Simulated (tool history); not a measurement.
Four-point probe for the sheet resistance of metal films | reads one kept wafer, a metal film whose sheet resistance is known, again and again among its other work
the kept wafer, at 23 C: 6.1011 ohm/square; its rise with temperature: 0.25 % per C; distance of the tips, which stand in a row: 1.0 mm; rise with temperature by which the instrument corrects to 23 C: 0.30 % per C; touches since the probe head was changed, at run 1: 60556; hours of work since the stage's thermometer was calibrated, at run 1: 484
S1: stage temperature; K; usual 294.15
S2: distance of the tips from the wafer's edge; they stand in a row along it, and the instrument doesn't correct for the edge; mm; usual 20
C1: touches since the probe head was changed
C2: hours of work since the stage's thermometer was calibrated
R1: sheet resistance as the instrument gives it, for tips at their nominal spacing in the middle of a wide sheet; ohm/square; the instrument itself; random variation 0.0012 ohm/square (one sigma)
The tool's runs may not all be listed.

run,day,S1,S2,C1,C2,R1
1,0.000,294.15,20,60556,484,6.113315
2,2.333,294.15,20,61830,526,6.110471
3,5.442,294.15,20,63526,582,6.115748
4,7.983,294.15,20,64916,628,6.113180
5,10.392,294.15,20,66230,671,6.114073
6,14.100,294.15,20,68253,738,6.115395
7,15.833,294.15,20,69201,769,6.115067
8,17.679,294.15,11,70209,802,6.135583
9,20.533,294.15,11,71768,853,6.134055
10,23.604,294.15,11,73443,908,6.135704
11,25.567,294.15,11,74514,944,6.136306
12,27.583,294.15,20,75615,980,6.116401
13,29.750,294.15,20,76799,1019,6.117505
14,31.958,294.15,20,78004,1059,6.116384
15,33.875,294.15,20,79052,1093,6.114194
16,35.754,294.15,20,80078,1127,6.117329
17,37.929,293.15,20,81264,1166,6.121483
18,41.438,300.15,20,83181,1229,6.103240
19,43.262,294.15,20,84178,1262,6.118276
20,45.125,294.15,33,85194,1295,6.116033
21,47.379,294.15,17,86424,1336,6.122524
22,49.225,294.15,17,87432,1369,6.123976
23,52.625,297.15,20,89289,1430,6.110999
# day 54.275: stage's thermometer calibrated
24,55.783,297.15,20,91002,27,6.109453
25,59.054,303.15,4,92788,86,6.281948
26,61.429,300.15,55,94085,129,6.092268
27,63.554,301.15,12,95245,167,6.111418
28,66.425,294.15,15,96812,218,6.123240
29,69.271,297.15,11,98364,269,6.129021
30,71.042,298.15,5,99333,301,6.225753
31,72.942,295.15,40,100370,335,6.108905
32,75.858,294.15,5,101962,388,6.239573
33,78.229,295.15,53,103257,430,6.108227
34,80.746,301.15,28,104629,475,6.097624
35,82.917,301.15,28,105815,514,6.097529
36,85.796,292.15,9,107387,566,6.159604
37,88.904,292.15,9,109085,622,6.158643
38,91.117,292.15,35,110294,662,6.122399
39,94.362,299.15,34,112065,720,6.102502
40,97.838,299.15,14,113963,783,6.115125
41,99.629,299.15,14,114941,815,6.115100
42,102.296,291.15,14,116396,863,6.140387
43,104.442,291.15,14,117569,901,6.141779

Some steps in R1 between neighbouring runs. How much of each would the tool show without its hidden state too (settings, what came in, random variation), and how much is left for the hidden state, with any gauge scatter that isn't in both results?
The hidden state here: inner tips' distance over the nominal, %; tips' flats over new ones', %; wafer's true temperature over the reading, C; drift of the gauge itself on sheet_ohm, %.
Run 23 -> 24: stage's thermometer calibrated. R1 -0.001546 ohm/square: hidden state -0.002480, all else +0.000934.
Run 24 -> 25: S1 297.15 -> 303.15, S2 20 -> 4. R1 +0.172495 ohm/square: hidden state +0.000443, all else +0.172052.
Run 25 -> 26: S1 303.15 -> 300.15, S2 4 -> 55. R1 -0.189680 ohm/square: hidden state +0.000208, all else -0.189888.
Run 31 -> 32: S1 295.15 -> 294.15, S2 40 -> 5. R1 +0.130668 ohm/square: hidden state +0.000456, all else +0.130212.
Run 32 -> 33: S1 294.15 -> 295.15, S2 5 -> 53. R1 -0.131346 ohm/square: hidden state +0.000185, all else -0.131531.
